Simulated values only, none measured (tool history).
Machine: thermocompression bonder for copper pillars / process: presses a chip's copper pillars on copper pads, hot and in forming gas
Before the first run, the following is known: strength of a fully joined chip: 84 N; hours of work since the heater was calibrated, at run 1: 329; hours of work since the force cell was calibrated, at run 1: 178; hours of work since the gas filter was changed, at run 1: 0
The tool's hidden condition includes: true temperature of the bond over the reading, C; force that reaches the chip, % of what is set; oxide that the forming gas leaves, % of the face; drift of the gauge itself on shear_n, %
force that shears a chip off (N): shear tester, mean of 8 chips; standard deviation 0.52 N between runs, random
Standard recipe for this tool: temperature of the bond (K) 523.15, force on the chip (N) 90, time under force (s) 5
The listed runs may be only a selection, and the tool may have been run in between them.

run     day  temperature of the bond (K)  force on the chip (N)  time under force (s)  hours of work since the heater was calibrated  hours of work since the force cell was calibrated  hours of work since the gas filter was changed  force that shears a chip off (N)
  1   0.000                       523.15                     90                     5                                            329                                                178                                               0                              49.6
  2   0.625                       523.15                     90                     5                                            336                                                185                                               7                              50.0
  3   1.262                       517.15                     90                     5                                            343                                                193                                              14                              45.1
  4   1.750                       523.15                     79                     5                                            348                                                198                                              20                              43.5
  5   2.558                       523.15                     90                     6                                            358                                                207                                              29                              52.1
  6   3.129                       523.15                     90                     5                                            364                                                214                                              36                              49.7
  7   3.817                       523.15                     90                     5                                            372                                                222                                              43                              50.4
  8   4.558                       528.15                     90                     5                                            380                                                230                                              52                              53.4
  9   5.333                       523.15                     58                     5                                            389                                                239                                              61                              31.7
 10   5.900                       523.15                     58                     5                                            396                                                245                                              67                              31.9
 11   6.475                       523.15                     58                     5                                            402                                                252                                              74                              31.4
 12   6.983                       523.15                     58                     5                                            408                                                258                                              79                              31.2
 13   7.725                       523.15                     58                     5                                            416                                                266                                              88                              31.8
 14   8.442                       523.15                     90                     5                                            425                                                274                                              96                              50.0
 15   8.996                       523.15                     90                     5                                            431                                                281                                             102                              49.7
 16   9.571                       523.15                     90                     5                                            437                                                287                                             109                              48.7
 17  10.033                       523.15                     90                     5                                            443                                                292                                             114                              49.3
 18  10.629                       523.15                     90                     5                                            449                                                299                                             121                              48.7
 19  11.062                       523.15                     90                     5                                            454                                                304                                             126                              49.8
 20  11.925                       516.15                     84                     5                                            464                                                314                                             136                              42.3
 21  12.600                       516.15                     84                     6                                            472                                                322                                             143                              44.0
 22  13.450                       532.15                     79                     4                                            482                                                331                                             153                              46.1
 23  13.883                       542.15                    134                     5                                            487                                                336                                             158                              75.5
 24  14.500                       542.15                    134                     5                                            494                                                343                                             165                              75.2
 25  15.046                       542.15                    134                     5                                            500                                                349                                             171                              74.9
 26  15.542                       546.15                     66                     5                                            505                                                355                                             177                              50.9
 27  15.925                       542.15                    115                     4                                            510                                                359                                             181                              67.9
 28  16.783                       542.15                    115                     4                                            519                                                369                                             191                              68.3
 29  17.392                       542.15                    115                     4                                            526                                                376                                             198                              68.5
 30  18.146                       542.15                    115                     4                                            535                                                385                                             207                              69.0
 31  18.646                       542.15                    115                     4                                            541                                                390                                             212                              67.6
 32  19.225                       522.15                    115                     7                                            547                                                397                                             219                              62.8
 33  19.788                       522.15                    115                     7                                            554                                                403                                             225                              63.5
 34  20.188                       522.15                    101                     8                                            558                                                408                                             230                              59.8
 35  20.912                       523.15                     90                     3                                            566                                                416                                             238                              41.0
 36  21.279                       523.15                     90                     3                                            571                                                420                                             242                              41.5
 37  21.683                       523.15                     90                     3                                            575                                                425                                             247                              41.6
 38  22.171                       548.15                     75                     3                                            581                                                430                                             252                              50.1

How would selected steps in force that shears a chip off (N) from run to run divide? Give the signed amount a tool lacking its hidden state would still show from settings, what came in and random variation, and the signed amount left for the hidden state, including any gauge scatter that is not in both of the compared results.
Run 8 -> 9: temperature of the bond (K) 528.15 -> 523.15, force on the chip (N) 90 -> 58. force that shears a chip off (N) -21.7: hidden state +0.3, all else -22.0.
Run 13 -> 14: force on the chip (N) 58 -> 90. force that shears a chip off (N) +18.2: hidden state -0.4, all else +18.6.
Run 22 -> 23: temperature of the bond (K) 532.15 -> 542.15, force on the chip (N) 79 -> 134, time under force (s) 4 -> 5. force that shears a chip off (N) +29.4: hidden state -0.3, all else +29.7.
Run 25 -> 26: temperature of the bond (K) 542.15 -> 546.15, force on the chip (N) 134 -> 66. force that shears a chip off (N) -24.0: hidden state +0.1, all else -24.1.
Run 34 -> 35: temperature of the bond (K) 522.15 -> 523.15, force on the chip (N) 101 -> 90, time under force (s) 8 -> 3. force that shears a chip off (N) -18.8: hidden state +0.4, all else -19.2.

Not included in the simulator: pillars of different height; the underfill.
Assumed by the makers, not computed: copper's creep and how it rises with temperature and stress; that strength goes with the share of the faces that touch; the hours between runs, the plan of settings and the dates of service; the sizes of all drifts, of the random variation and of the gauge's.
